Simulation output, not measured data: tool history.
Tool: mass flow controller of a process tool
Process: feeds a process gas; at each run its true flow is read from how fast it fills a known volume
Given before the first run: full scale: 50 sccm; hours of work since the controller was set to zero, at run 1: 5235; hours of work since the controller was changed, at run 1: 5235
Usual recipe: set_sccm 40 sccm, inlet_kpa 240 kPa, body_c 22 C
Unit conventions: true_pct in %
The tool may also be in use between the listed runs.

run	day	set_sccm	inlet_kpa	body_c	hours of work since the controller was set to zero	hours of work since the controller was changed	true_pct
1	0	40	240	22	5235	5235	102.44
2	12.2	40	240	22	5369	5369	102.4
3	22.362	40	230	22	5481	5481	102.48
4	30.1	40	230	22	5566	5566	102.51
5	39.392	40	230	22	5669	5669	102.52
6	46.742	40	230	22	5750	5750	102.42
7	56.571	40	144	22	5858	5858	102.38
8	65.617	40	144	22	5957	5957	102.38
9	76.412	23	144	22	6076	6076	101.61
10	82.212	23	144	22	6140	6140	101.65
11	93.929	23	144	22	6269	6269	101.65
12	103.042	23	144	22	6370	6370	101.66
13	108.325	16	240	22	6428	6428	101.54
14	117.575	16	190	22	6530	6530	101.43
15	123.625	16	190	22	6596	6596	101.33
16	135.246	16	190	22	6724	6724	101.39
17	146.812	17	249	22	6851	6851	101.66
18	151.912	11	184	35	6908	6908	101.25
19	163.938	11	184	21	7040	7040	100.97
20	170.233	11	262	22	7109	7109	101.08
21	175.95	9	240	22	7172	7172	100.83
22	181.4	9	240	22	7232	7232	100.82
23	188.262	45	276	29	7308	7308	103.85
24	197.908	14	161	29	7414	7414	101.7
25	206.921	14	161	29	7513	7513	101.56
26	215.196	14	236	35	7604	7604	101.95
27	224.425	14	236	35	7706	7706	102.07
28	229.675	5	240	24	7764	7764	99.48
29	236.546	15	199	24	7839	7839	101.8
30	244.679	15	199	24	7929	7929	101.84
31	249.958	40	240	34	7987	7987	103.78

The same runs without the tool's hidden state, with the same run-to-run variation:
The tool's hidden condition here consists of: flow at rest that the sensor doesn't see, % of full scale; true flow over the shown one, %; drift of the gauge itself on true_pct, %.
run	true_pct
1	99.78
2	99.67
3	99.7
4	99.7
5	99.66
6	99.53
7	99.43
8	99.39
9	98.79
10	98.8
11	98.76
12	98.73
13	98.83
14	98.69
15	98.57
16	98.58
17	98.75
18	98.78
19	98.45
20	98.55
21	98.58
22	98.55
23	100.22
24	98.77
25	98.6
26	98.96
27	99.04
28	98.48
29	98.64
30	98.66
31	99.9

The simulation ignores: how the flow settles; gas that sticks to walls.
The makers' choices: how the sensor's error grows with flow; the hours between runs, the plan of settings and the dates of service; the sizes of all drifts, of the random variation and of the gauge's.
